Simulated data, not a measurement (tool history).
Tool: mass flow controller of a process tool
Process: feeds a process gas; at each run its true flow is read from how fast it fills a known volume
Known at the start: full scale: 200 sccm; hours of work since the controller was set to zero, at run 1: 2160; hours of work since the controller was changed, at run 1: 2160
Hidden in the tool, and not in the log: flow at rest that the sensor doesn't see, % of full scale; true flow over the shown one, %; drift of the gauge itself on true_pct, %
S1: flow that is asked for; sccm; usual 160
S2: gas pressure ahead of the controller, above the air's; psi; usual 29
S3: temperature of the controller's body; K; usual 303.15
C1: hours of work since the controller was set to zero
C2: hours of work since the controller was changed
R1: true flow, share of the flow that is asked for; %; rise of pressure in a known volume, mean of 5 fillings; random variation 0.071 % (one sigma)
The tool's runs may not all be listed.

run    hour   S1    S2      S3    C1    C2     R1
  1       0  160    29  303.15  2160  2160  98.57
  2    90.9  160    29  303.15  2193  2193  98.52
  3   180.5  160    29  303.15  2225  2225  98.53
  4   346.7  160    29  311.15  2284  2284  98.11
  5   468.6  160    29  303.15  2328  2328  98.57
  6   616.7  160    29  303.15  2381  2381   98.5
  7   782.6  160    29  303.15  2441  2441  98.54
  8     952  160    29  303.15  2501  2501  98.52
  9  1121.6  160    29  303.15  2562  2562  98.43
     1130.2  -- controller's zero set anew
 10  1216.1  160    31  303.15    31  2596  98.33
 11  1307.9  160    31  303.15    64  2629  98.24
 12  1432.8  160    31  303.15   108  2673  98.33
 13  1548.5  160    29  303.15   150  2715   98.3
 14  1620.6  160    29  304.15   176  2741  98.18
     1668.2  -- controller's zero set anew, once more
 15  1751.5   50    29  304.15    30  2787  98.56
 16  1886.4  160    29  309.15    78  2836  98.53
 17  2063.5  160    29  309.15   142  2899  98.55
 18  2173.1   86    29  293.15   181  2938  99.16
 19  2260.4   86    29  293.15   212  2970  99.07
 20  2422.6   51  23.2  297.15   270  3028  99.02
 21  2568.3   51  23.2  297.15   323  3080  98.84
 22  2699.8   46  20.3  307.15   370  3127  98.45
 23  2789.9  148  23.5  303.15   402  3159  98.98
 24  2962.1   51  37.9  303.15   464  3221  97.62
 25  3107.6   51  37.9  303.15   516  3273  97.63
 26  3249.4  138  21.8  303.15   567  3324  99.01
 27  3371.9   23    29  303.15   611  3368  97.52
 28  3473.8   23    29  303.15   647  3404  97.19
 29  3627.3  140  22.3  310.15   702  3460  98.49
 30  3735.6  105    29  307.15   741  3498  98.17
 31  3876.9   23  21.3  299.15   791  3549  97.53
 32  3976.4   23  21.3  299.15   827  3585  97.41
 33  4137.9   24  30.3  295.15   885  3642  97.23

3 ways to go on from here, each from the tool as it stands after run 33. What would each give?
  A  4260.6  166  38.7  301.15  929  3686   ?
  B  4260.6  163  36.3  300.15  929  3686   ?
  C  4260.6  160  26.8  294.15  929  3686   ?

run     R1
  A  98.32
  B  98.24
  C  99.07
Without the tool's hidden state the same runs would have given:
run      R1
  A   99.31
  B   99.24
  C  100.07
